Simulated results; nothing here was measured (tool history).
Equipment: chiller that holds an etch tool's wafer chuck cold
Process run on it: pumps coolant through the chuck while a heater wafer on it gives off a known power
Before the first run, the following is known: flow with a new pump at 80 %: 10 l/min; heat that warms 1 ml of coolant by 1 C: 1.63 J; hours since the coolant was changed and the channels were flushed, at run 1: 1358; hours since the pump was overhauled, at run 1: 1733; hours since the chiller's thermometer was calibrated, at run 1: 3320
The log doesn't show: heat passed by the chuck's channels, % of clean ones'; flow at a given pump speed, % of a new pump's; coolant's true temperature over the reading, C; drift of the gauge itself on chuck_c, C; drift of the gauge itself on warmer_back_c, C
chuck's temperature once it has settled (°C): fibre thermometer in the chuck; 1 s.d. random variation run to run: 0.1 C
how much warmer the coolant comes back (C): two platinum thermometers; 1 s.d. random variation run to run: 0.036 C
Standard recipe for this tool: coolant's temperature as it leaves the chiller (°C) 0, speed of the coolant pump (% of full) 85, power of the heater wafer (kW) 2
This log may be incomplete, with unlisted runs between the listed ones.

| run | hour | coolant's temperature as it leaves the chiller (°C) | speed of the coolant pump (% of full) | power of the heater wafer (kW) | hours since the coolant was changed and the channels were flushed | hours since the pump was overhauled | hours since the chiller's thermometer was calibrated | chuck's temperature once it has settled (°C) | how much warmer the coolant comes back (C) |
|---|---|---|---|---|---|---|---|---|---|
| 1 | 0 | 0 | 85 | 2 | 1358 | 1733 | 3320 | 17.1 | 7.09 |
| 2 | 170.8 | 0 | 85 | 2 | 1529 | 1904 | 3491 | 17.3 | 7.11 |
| 3 | 352.5 | -9 | 85 | 2 | 1710 | 2086 | 3673 | 8.5 | 7.06 |
| 4 | 446.5 | -9 | 85 | 2 | 1804 | 2180 | 3767 | 8.3 | 7.12 |
| 5 | 575.3 | 0 | 85 | 2 | 1933 | 2309 | 3896 | 17.6 | 7.13 |
| 6 | 677.7 | 0 | 85 | 2 | 2036 | 2411 | 3998 | 17.7 | 7.19 |
|  | 693.5 | chiller's thermometer calibrated |
| 7 | 770.2 | -7 | 99 | 2.611 | 2127 | 2502 | 77 | 13.6 | 7.94 |
| 8 | 940.1 | 0 | 76 | 2 | 2297 | 2672 | 247 | 19.6 | 8.14 |
| 9 | 1121.6 | -6 | 71 | 2.686 | 2478 | 2854 | 428 | 21.6 | 11.82 |
| 10 | 1278 | -6 | 71 | 2.686 | 2635 | 3010 | 585 | 21.8 | 11.79 |
| 11 | 1418.8 | 7 | 88 | 1.596 | 2776 | 3151 | 725 | 21.4 | 5.6 |

Alternative continuations, all from the tool just after run 11; predict every row:
| A | 1566.1 | -3 | 73 | 1.596 | 2923 | 3298 | 873 | ? | ? |
| B | 1566.1 | 9 | 65 | 1.941 | 2923 | 3298 | 873 | ? | ? |
| C | 1566.1 | 7 | 94 | 1.006 | 2923 | 3298 | 873 | ? | ? |
| D | 1566.1 | 5 | 80 | 1.596 | 2923 | 3298 | 873 | ? | ? |
| E | 1566.1 | -8 | 67 | 2.366 | 2923 | 3298 | 873 | ? | ? |

| run | chuck's temperature once it has settled (°C) | how much warmer the coolant comes back (C) |
|---|---|---|
| A | 13.6 | 6.76 |
| B | 31 | 9.42 |
| C | 16.2 | 3.28 |
| D | 20.6 | 6.2 |
| E | 17.9 | 11.1 |
The same runs, with their run-to-run variation unchanged, on a tool lacking any hidden condition would have given:
| run | chuck's temperature once it has settled (°C) | how much warmer the coolant comes back (C) |
|---|---|---|
| A | 11.5 | 6.44 |
| B | 28.4 | 8.97 |
| C | 14.6 | 3.13 |
| D | 18.5 | 5.91 |
| E | 15.1 | 10.57 |
